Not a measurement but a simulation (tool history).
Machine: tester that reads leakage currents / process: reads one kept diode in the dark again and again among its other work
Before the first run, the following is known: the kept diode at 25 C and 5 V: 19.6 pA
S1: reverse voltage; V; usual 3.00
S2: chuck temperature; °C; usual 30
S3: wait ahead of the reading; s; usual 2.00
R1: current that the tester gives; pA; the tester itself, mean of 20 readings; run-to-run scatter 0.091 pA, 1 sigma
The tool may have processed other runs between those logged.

{"run": 1, "hour": 0.0, "S1": 3.0, "S2": 30, "S3": 2.0, "R1": 28.27}
{"hour": 118.1, "done": "probe card cleaned and baked"}
{"run": 2, "hour": 205.0, "S1": 3.0, "S2": 44, "S3": 2.0, "R1": 85.09}
{"run": 3, "hour": 361.4, "S1": 3.0, "S2": 30, "S3": 2.37, "R1": 24.01}
{"run": 4, "hour": 504.9, "S1": 3.0, "S2": 30, "S3": 2.0, "R1": 23.86}
{"run": 5, "hour": 644.1, "S1": 3.0, "S2": 30, "S3": 2.0, "R1": 23.63}
{"hour": 797.8, "done": "chuck's temperature calibrated"}
{"run": 6, "hour": 833.3, "S1": 3.0, "S2": 38, "S3": 2.0, "R1": 44.38}
{"run": 7, "hour": 1010.2, "S1": 3.0, "S2": 38, "S3": 2.0, "R1": 43.89}
{"run": 8, "hour": 1181.3, "S1": 3.0, "S2": 38, "S3": 2.0, "R1": 43.04}
{"run": 9, "hour": 1305.8, "S1": 3.0, "S2": 38, "S3": 2.0, "R1": 42.71}
{"run": 10, "hour": 1406.2, "S1": 3.0, "S2": 30, "S3": 2.0, "R1": 21.17}
{"run": 11, "hour": 1592.3, "S1": 3.0, "S2": 30, "S3": 2.0, "R1": 21.16}
{"hour": 1634.9, "done": "chuck's temperature calibrated, once more"}
{"run": 12, "hour": 1798.3, "S1": 3.0, "S2": 30, "S3": 2.0, "R1": 27.58}
{"run": 13, "hour": 1960.6, "S1": 1.85, "S2": 30, "S3": 2.0, "R1": 21.26}
{"run": 14, "hour": 2121.0, "S1": 1.85, "S2": 30, "S3": 2.0, "R1": 21.17}
{"run": 15, "hour": 2256.7, "S1": 1.85, "S2": 30, "S3": 2.0, "R1": 20.76}
{"run": 16, "hour": 2408.7, "S1": 10.69, "S2": 30, "S3": 2.0, "R1": 53.63}
{"run": 17, "hour": 2578.8, "S1": 3.0, "S2": 45, "S3": 2.0, "R1": 92.22}
{"hour": 2649.8, "done": "chuck's temperature calibrated"}
{"hour": 2695.5, "done": "probe card cleaned and baked"}
{"run": 18, "hour": 2765.4, "S1": 3.0, "S2": 30, "S3": 2.0, "R1": 25.67}
{"run": 19, "hour": 2856.3, "S1": 7.85, "S2": 32, "S3": 2.0, "R1": 47.55}
{"run": 20, "hour": 2952.6, "S1": 9.45, "S2": 53, "S3": 0.42, "R1": 314.22}
{"run": 21, "hour": 3088.7, "S1": 2.55, "S2": 53, "S3": 0.42, "R1": 170.59}
{"run": 22, "hour": 3180.3, "S1": 1.18, "S2": 28, "S3": 0.54, "R1": 13.79}
{"run": 23, "hour": 3393.3, "S1": 1.18, "S2": 28, "S3": 0.54, "R1": 13.47}
{"run": 24, "hour": 3554.6, "S1": 13.06, "S2": 56, "S3": 5.98, "R1": 436.11}
{"hour": 3681.6, "done": "chuck's temperature calibrated"}
{"run": 25, "hour": 3719.1, "S1": 1.19, "S2": 27, "S3": 7.91, "R1": 13.05}
{"run": 26, "hour": 3921.4, "S1": 1.19, "S2": 27, "S3": 7.91, "R1": 12.93}
{"hour": 3997.4, "done": "tester calibrated"}
{"run": 27, "hour": 4032.3, "S1": 1.73, "S2": 56, "S3": 1.08, "R1": 180.86}
{"run": 28, "hour": 4192.9, "S1": 1.29, "S2": 56, "S3": 9.74, "R1": 155.31}
{"run": 29, "hour": 4385.8, "S1": 1.26, "S2": 59, "S3": 9.74, "R1": 191.81}
{"run": 30, "hour": 4506.8, "S1": 1.26, "S2": 59, "S3": 9.74, "R1": 188.95}
{"run": 31, "hour": 4676.3, "S1": 3.0, "S2": 30, "S3": 0.55, "R1": 26.14}
{"hour": 4708.2, "done": "chuck's temperature calibrated"}
{"run": 32, "hour": 4830.5, "S1": 3.0, "S2": 30, "S3": 0.55, "R1": 28.38}
{"run": 33, "hour": 4976.8, "S1": 3.0, "S2": 30, "S3": 0.55, "R1": 28.2}
{"run": 34, "hour": 5136.2, "S1": 1.08, "S2": 31, "S3": 0.92, "R1": 17.84}
{"hour": 5277.4, "done": "probe card cleaned and baked"}
{"run": 35, "hour": 5281.4, "S1": 2.06, "S2": 30, "S3": 8.28, "R1": 19.7}

Here are 3 independent what-if runs from the current tool condition. What would each one return?
{"run": "A", "hour": 5433.7, "S1": 2.33, "S2": 45, "S3": 0.68, "R1": "?"}
{"run": "B", "hour": 5433.7, "S1": 4.53, "S2": 39, "S3": 0.34, "R1": "?"}
{"run": "C", "hour": 5433.7, "S1": 4.12, "S2": 49, "S3": 2.46, "R1": "?"}

run=A R1=79.54
run=B R1=65.57
run=C R1=143.53
With no hidden state in the tool, these same runs would have given:
run=A R1=86.53
run=B R1=71.15
run=C R1=155.88
